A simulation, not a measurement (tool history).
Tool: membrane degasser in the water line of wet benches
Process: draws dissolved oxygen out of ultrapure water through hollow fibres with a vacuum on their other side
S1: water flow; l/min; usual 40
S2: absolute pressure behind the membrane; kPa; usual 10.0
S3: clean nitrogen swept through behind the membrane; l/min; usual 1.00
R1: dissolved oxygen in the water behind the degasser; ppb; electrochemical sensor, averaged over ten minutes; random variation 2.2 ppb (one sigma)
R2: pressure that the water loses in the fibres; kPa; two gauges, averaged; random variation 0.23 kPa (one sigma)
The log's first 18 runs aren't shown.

run	hour	S1	S2	S3	R1	R2
19	2649.2	35	6.9	2.50	121.9	50.15
20	2795.3	49	10.9	1.70	464.1	70.25
21	2956.6	49	10.9	1.70	463.8	69.82
22	3111.6	60	21.6	1.23	1507.0	85.31
23	3292.4	40	16.0	1.00	938.9	56.84
24	3404.3	50	10.8	1.66	475.4	71.69
25	3539.0	33	6.4	2.71	92.0	47.16
# hour 3597.8: vacuum gauge calibrated
26	3621.5	33	6.4	2.71	92.4	47.27
27	3772.2	25	6.4	2.71	69.7	35.60
28	3917.6	36	11.4	2.56	265.3	51.39
29	4081.4	36	11.4	2.56	263.4	51.61
30	4202.9	31	11.4	0.57	773.3	43.97
31	4372.0	25	10.0	0.41	700.1	35.63
32	4512.7	40	11.2	1.00	607.6	57.07
33	4654.6	40	11.2	2.48	294.5	57.18

3 ways to go on from here, each from the tool as it stands after run 33. What would each give?
A	4793.6	40	7.3	0.45	?	?
B	4793.6	28	20.5	2.43	?	?
C	4793.6	61	17.3	1.86	?	?

run	R1	R2
A	564.1	56.99
B	449.0	40.19
C	903.8	87.54
Without the tool's hidden state the same runs would have given:
run	R1	R2
A	564.5	56.88
B	448.4	40.11
C	903.2	87.37
